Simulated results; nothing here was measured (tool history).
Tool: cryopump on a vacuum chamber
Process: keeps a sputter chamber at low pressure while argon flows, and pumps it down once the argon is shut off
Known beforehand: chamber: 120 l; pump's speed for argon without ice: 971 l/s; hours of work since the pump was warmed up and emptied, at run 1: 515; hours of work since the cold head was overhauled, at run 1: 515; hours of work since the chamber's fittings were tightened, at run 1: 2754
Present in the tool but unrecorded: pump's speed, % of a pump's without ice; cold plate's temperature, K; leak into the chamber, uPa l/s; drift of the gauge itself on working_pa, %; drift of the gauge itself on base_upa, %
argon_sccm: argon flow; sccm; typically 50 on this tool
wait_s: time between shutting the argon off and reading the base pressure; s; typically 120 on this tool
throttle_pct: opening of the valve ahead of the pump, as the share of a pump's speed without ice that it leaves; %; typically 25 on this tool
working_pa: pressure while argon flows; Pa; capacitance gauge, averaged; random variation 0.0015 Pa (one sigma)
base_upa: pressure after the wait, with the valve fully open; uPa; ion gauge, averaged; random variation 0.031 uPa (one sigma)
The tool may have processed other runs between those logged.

| run | hour | argon_sccm | wait_s | throttle_pct | hours of work since the pump was warmed up and emptied | hours of work since the cold head was overhauled | hours of work since the chamber's fittings were tightened | working_pa | base_upa |
|---|---|---|---|---|---|---|---|---|---|
| 1 | 0 | 50 | 120 | 25 | 515 | 515 | 2754 | 0.3574 | 4.9 |
| 2 | 20.2 | 22 | 120 | 25 | 532 | 532 | 2771 | 0.158 | 5.05 |
| 3 | 35.7 | 22 | 120 | 25 | 546 | 546 | 2785 | 0.1579 | 4.93 |
| 4 | 53.9 | 50 | 45 | 25 | 562 | 562 | 2801 | 0.3614 | 6.84 |
| 5 | 70.8 | 50 | 45 | 25 | 576 | 576 | 2815 | 0.3594 | 7.18 |
| 6 | 100.3 | 50 | 45 | 25 | 602 | 602 | 2841 | 0.3579 | 7.02 |
| 7 | 116.6 | 50 | 120 | 28 | 616 | 616 | 2855 | 0.3236 | 5.24 |
| 8 | 144.9 | 26 | 120 | 28 | 641 | 641 | 2880 | 0.1673 | 5.15 |
| 9 | 173.6 | 26 | 120 | 28 | 666 | 666 | 2905 | 0.1676 | 5.17 |
| 10 | 192.8 | 26 | 120 | 28 | 683 | 683 | 2921 | 0.1697 | 5.27 |
| 11 | 216.6 | 26 | 120 | 28 | 703 | 703 | 2942 | 0.1692 | 5.21 |
| 12 | 238.5 | 50 | 120 | 25 | 722 | 722 | 2961 | 0.3619 | 5.32 |
| 13 | 256.8 | 50 | 120 | 25 | 738 | 738 | 2977 | 0.3634 | 5.46 |
| 14 | 271.1 | 50 | 120 | 25 | 751 | 751 | 2990 | 0.3614 | 5.36 |
| 15 | 292.4 | 50 | 120 | 25 | 769 | 769 | 3008 | 0.3658 | 5.46 |
| 16 | 314.5 | 62 | 120 | 28 | 788 | 788 | 3027 | 0.4056 | 5.53 |
| 17 | 346.5 | 52 | 150 | 52 | 816 | 816 | 3055 | 0.1911 | 5.39 |
| 18 | 366.8 | 52 | 150 | 52 | 834 | 834 | 3073 | 0.1909 | 5.28 |
| 19 | 395.7 | 52 | 150 | 52 | 859 | 859 | 3098 | 0.1898 | 5.47 |
| 20 | 423.6 | 52 | 150 | 52 | 883 | 883 | 3122 | 0.1913 | 5.34 |
| 21 | 454.8 | 52 | 150 | 52 | 911 | 911 | 3149 | 0.1932 | 5.51 |
| 22 | 474.7 | 52 | 150 | 52 | 928 | 928 | 3167 | 0.1937 | 5.43 |
| 23 | 497.5 | 58 | 25 | 25 | 948 | 948 | 3187 | 0.4274 | 10.69 |
| 24 | 524.7 | 58 | 25 | 25 | 971 | 971 | 3210 | 0.4249 | 10.69 |
| 25 | 554 | 50 | 120 | 46 | 997 | 997 | 3236 | 0.2091 | 5.84 |
| 26 | 575.2 | 76 | 38 | 36 | 1015 | 1015 | 3254 | 0.3992 | 8.62 |
| 27 | 594.9 | 67 | 42 | 36 | 1032 | 1032 | 3271 | 0.353 | 8.21 |
| 28 | 610.7 | 50 | 101 | 21 | 1046 | 1046 | 3285 | 0.4309 | 6.13 |
| 29 | 640.3 | 50 | 101 | 21 | 1072 | 1072 | 3311 | 0.4387 | 6.14 |

Subtracting, for every run, the result it would have given without the tool's unlogged condition from the measured result gives the following. The same run-to-run variation enters both numbers; the gauge's scatter may not:
| run | working_pa | base_upa |
|---|---|---|
| 1 | +0.0093 | +3.37 |
| 2 | +0.0043 | +3.44 |
| 3 | +0.0043 | +3.42 |
| 4 | +0.0103 | +3.35 |
| 5 | +0.0105 | +3.53 |
| 6 | +0.011 | +3.48 |
| 7 | +0.0113 | +3.62 |
| 8 | +0.0062 | +3.61 |
| 9 | +0.0063 | +3.63 |
| 10 | +0.0066 | +3.72 |
| 11 | +0.0068 | +3.68 |
| 12 | +0.0134 | +3.77 |
| 13 | +0.0139 | +3.88 |
| 14 | +0.0139 | +3.81 |
| 15 | +0.0146 | +3.91 |
| 16 | +0.0185 | +3.96 |
| 17 | +0.0161 | +4.07 |
| 18 | +0.0164 | +3.99 |
| 19 | +0.0168 | +4.13 |
| 20 | +0.0176 | +4.07 |
| 21 | +0.0182 | +4.19 |
| 22 | +0.0186 | +4.16 |
| 23 | +0.0213 | +4.33 |
| 24 | +0.0218 | +4.37 |
| 25 | +0.0194 | +4.35 |
| 26 | +0.0301 | +4.41 |
| 27 | +0.0271 | +4.4 |
| 28 | +0.0203 | +4.38 |
| 29 | +0.0212 | +4.41 |

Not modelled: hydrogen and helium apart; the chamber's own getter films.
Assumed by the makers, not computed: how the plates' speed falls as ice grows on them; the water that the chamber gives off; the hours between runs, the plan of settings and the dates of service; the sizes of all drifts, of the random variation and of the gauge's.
